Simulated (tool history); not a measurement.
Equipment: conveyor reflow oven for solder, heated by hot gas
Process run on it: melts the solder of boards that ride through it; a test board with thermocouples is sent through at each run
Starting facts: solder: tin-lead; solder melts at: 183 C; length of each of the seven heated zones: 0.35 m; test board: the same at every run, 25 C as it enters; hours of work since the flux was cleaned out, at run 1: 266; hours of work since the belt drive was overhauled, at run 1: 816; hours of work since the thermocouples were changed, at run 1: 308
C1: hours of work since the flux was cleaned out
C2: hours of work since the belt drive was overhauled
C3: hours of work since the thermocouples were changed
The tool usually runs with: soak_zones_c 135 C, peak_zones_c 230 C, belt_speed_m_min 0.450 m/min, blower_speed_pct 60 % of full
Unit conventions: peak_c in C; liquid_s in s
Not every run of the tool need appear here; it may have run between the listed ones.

Run 1, day 0.000: usual settings; C1 266; C2 816; C3 308. Result: peak_c 206.8 C, liquid_s 54.2 s.
Run 2, day 0.746: usual settings; C1 278; C2 828; C3 320. Result: peak_c 206.4 C, liquid_s 55.0 s.
Run 3, day 1.379: usual settings; C1 288; C2 838; C3 330. Result: peak_c 206.6 C, liquid_s 55.7 s.
Run 4, day 2.617: usual settings but peak_zones_c 240 C; C1 307; C2 857; C3 349. Result: peak_c 214.1 C, liquid_s 64.8 s.
Run 5, day 3.708: usual settings but peak_zones_c 240 C; C1 324; C2 874; C3 366. Result: peak_c 214.9 C, liquid_s 65.0 s.
Run 6, day 4.800: usual settings but peak_zones_c 240 C, belt_speed_m_min 0.461 m/min; C1 342; C2 891; C3 383. Result: peak_c 214.2 C, liquid_s 61.8 s.
Run 7, day 5.383: usual settings but soak_zones_c 150 C; C1 351; C2 900; C3 392. Result: peak_c 210.4 C, liquid_s 66.7 s.
Run 8, day 6.229: usual settings but soak_zones_c 150 C; C1 364; C2 914; C3 406. Result: peak_c 210.3 C, liquid_s 66.7 s.
At day 6.617: flux residue cleaned out of gas plates and filters.
Run 9, day 7.162: usual settings but soak_zones_c 150 C; C1 9; C2 925; C3 417. Result: peak_c 210.2 C, liquid_s 67.0 s.
At day 7.692: belt drive overhauled, speed set with a stopwatch.
Run 10, day 8.596: usual settings but peak_zones_c 239 C; C1 28; C2 14; C3 437. Result: peak_c 214.2 C, liquid_s 63.2 s.
Run 11, day 9.208: usual settings but peak_zones_c 239 C; C1 38; C2 24; C3 446. Result: peak_c 213.8 C, liquid_s 63.8 s.
Run 12, day 10.417: usual settings but peak_zones_c 239 C; C1 57; C2 43; C3 465. Result: peak_c 213.9 C, liquid_s 63.7 s.
Run 13, day 11.338: usual settings but peak_zones_c 239 C; C1 71; C2 57; C3 480. Result: peak_c 214.1 C, liquid_s 63.5 s.
Run 14, day 12.458: usual settings but peak_zones_c 239 C; C1 89; C2 75; C3 497. Result: peak_c 213.9 C, liquid_s 64.3 s.
Run 15, day 13.608: usual settings but peak_zones_c 239 C; C1 107; C2 93; C3 515. Result: peak_c 213.6 C, liquid_s 63.3 s.
Run 16, day 14.446: usual settings but peak_zones_c 241 C, belt_speed_m_min 0.464 m/min; C1 120; C2 106; C3 528. Result: peak_c 214.4 C, liquid_s 62.3 s.
Run 17, day 15.450: usual settings but peak_zones_c 241 C, belt_speed_m_min 0.464 m/min, blower_speed_pct 70 % of full; C1 136; C2 121; C3 544. Result: peak_c 217.2 C, liquid_s 64.8 s.
Run 18, day 16.554: usual settings but soak_zones_c 130 C, peak_zones_c 226 C, belt_speed_m_min 0.365 m/min, blower_speed_pct 78 % of full; C1 153; C2 139; C3 561. Result: peak_c 213.1 C, liquid_s 78.1 s.
Run 19, day 17.971: usual settings but soak_zones_c 130 C, belt_speed_m_min 0.499 m/min, blower_speed_pct 54 % of full; C1 175; C2 161; C3 584. Result: peak_c 199.6 C, liquid_s 36.8 s.
Run 20, day 19.388: usual settings but soak_zones_c 149 C, peak_zones_c 241 C; C1 197; C2 183; C3 606. Result: peak_c 219.1 C, liquid_s 75.3 s.
Run 21, day 20.054: usual settings but soak_zones_c 149 C, peak_zones_c 241 C; C1 208; C2 194; C3 616. Result: peak_c 219.2 C, liquid_s 75.5 s.
Run 22, day 21.454: usual settings but soak_zones_c 149 C, peak_zones_c 241 C; C1 230; C2 215; C3 638. Result: peak_c 219.1 C, liquid_s 74.9 s.
Run 23, day 22.550: usual settings but soak_zones_c 149 C, peak_zones_c 241 C; C1 247; C2 233; C3 655. Result: peak_c 218.6 C, liquid_s 76.8 s.
Run 24, day 23.871: usual settings but soak_zones_c 142 C, peak_zones_c 241 C, belt_speed_m_min 0.461 m/min, blower_speed_pct 61 % of full; C1 268; C2 253; C3 676. Result: peak_c 216.6 C, liquid_s 68.0 s.
Run 25, day 24.696: usual settings but soak_zones_c 144 C, peak_zones_c 231 C, belt_speed_m_min 0.461 m/min, blower_speed_pct 61 % of full; C1 280; C2 266; C3 689. Result: peak_c 209.7 C, liquid_s 59.3 s.
Run 26, day 25.562: usual settings but soak_zones_c 144 C, peak_zones_c 231 C, belt_speed_m_min 0.461 m/min, blower_speed_pct 61 % of full; C1 294; C2 280; C3 702. Result: peak_c 209.3 C, liquid_s 61.5 s.
Run 27, day 26.354: usual settings but soak_zones_c 144 C, peak_zones_c 231 C, belt_speed_m_min 0.461 m/min, blower_speed_pct 61 % of full; C1 306; C2 292; C3 715. Result: peak_c 208.6 C, liquid_s 60.3 s.
Run 28, day 27.054: usual settings but belt_speed_m_min 0.477 m/min; C1 317; C2 303; C3 726. Result: peak_c 204.8 C, liquid_s 47.4 s.
Run 29, day 27.967: usual settings but belt_speed_m_min 0.477 m/min; C1 332; C2 317; C3 740. Result: peak_c 204.4 C, liquid_s 48.3 s.
Run 30, day 28.588: usual settings but belt_speed_m_min 0.477 m/min; C1 341; C2 327; C3 750. Result: peak_c 205.0 C, liquid_s 47.2 s.

Describe how what the log doesn't record of the tool's condition differs between the last listed run preceding each entry between runs and the first listed run following it.
Between runs 8 and 9: flux residue cleaned out of gas plates and filters (day 6.617)
  heat that the gas passes to the board, % of a clean oven's: 99.9 -> 100; true gas temperature in zones 6 and 7 over the reading, C: -0.03 -> -0.04
Between runs 9 and 10: belt drive overhauled, speed set with a stopwatch (day 7.692)
  belt's true speed, % of the reading: 99.96 -> 100
